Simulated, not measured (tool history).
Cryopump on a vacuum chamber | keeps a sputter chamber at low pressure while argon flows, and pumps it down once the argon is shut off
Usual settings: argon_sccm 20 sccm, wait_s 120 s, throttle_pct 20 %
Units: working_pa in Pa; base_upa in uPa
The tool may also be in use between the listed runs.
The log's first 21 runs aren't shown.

| run | hour | argon_sccm | wait_s | throttle_pct | hours of work since the pump was warmed up and emptied | hours of work since the cold head was overhauled | hours of work since the chamber's fittings were tightened | working_pa | base_upa |
|---|---|---|---|---|---|---|---|---|---|
| 22 | 520.1 | 12 | 67 | 21 | 516 | 1634 | 321 | 0.0616 | 2.09 |
|  | 539.4 | pump warmed up, emptied and cooled again |
| 23 | 554.6 | 19 | 141 | 26 | 14 | 1661 | 347 | 0.0725 | 1.24 |
| 24 | 581.9 | 20 | 69 | 17 | 38 | 1685 | 371 | 0.1185 | 1.84 |
| 25 | 606.1 | 20 | 22 | 56 | 59 | 1706 | 393 | 0.0369 | 4.36 |
| 26 | 632.4 | 20 | 22 | 56 | 83 | 1730 | 416 | 0.0372 | 4.27 |
| 27 | 658 | 18 | 22 | 20 | 105 | 1752 | 439 | 0.0925 | 4.36 |
| 28 | 674.2 | 21 | 74 | 46 | 120 | 1767 | 453 | 0.0476 | 1.96 |
| 29 | 702.1 | 10 | 74 | 60 | 144 | 1791 | 478 | 0.0168 | 2.03 |
| 30 | 722 | 13 | 21 | 20 | 162 | 1809 | 496 | 0.067 | 4.74 |
| 31 | 754.7 | 13 | 21 | 20 | 191 | 1838 | 525 | 0.067 | 4.73 |
| 32 | 776.2 | 10 | 111 | 45 | 210 | 1857 | 544 | 0.0235 | 1.84 |
| 33 | 811.2 | 10 | 111 | 45 | 241 | 1888 | 575 | 0.0244 | 1.94 |

Forecast each of these 3 alternatives for the next run:
| A | 845.9 | 10 | 111 | 31 | 272 | 1919 | 606 | ? | ? |
| B | 845.9 | 16 | 259 | 47 | 272 | 1919 | 606 | ? | ? |
| C | 845.9 | 10 | 50 | 45 | 272 | 1919 | 606 | ? | ? |

| run | working_pa | base_upa |
|---|---|---|
| A | 0.0338 | 2 |
| B | 0.0366 | 1.63 |
| C | 0.0251 | 2.8 |
Without the tool's hidden state the same runs would have given:
| run | working_pa | base_upa |
|---|---|---|
| A | 0.0318 | 0.83 |
| B | 0.0335 | 0.49 |
| C | 0.0232 | 1.66 |
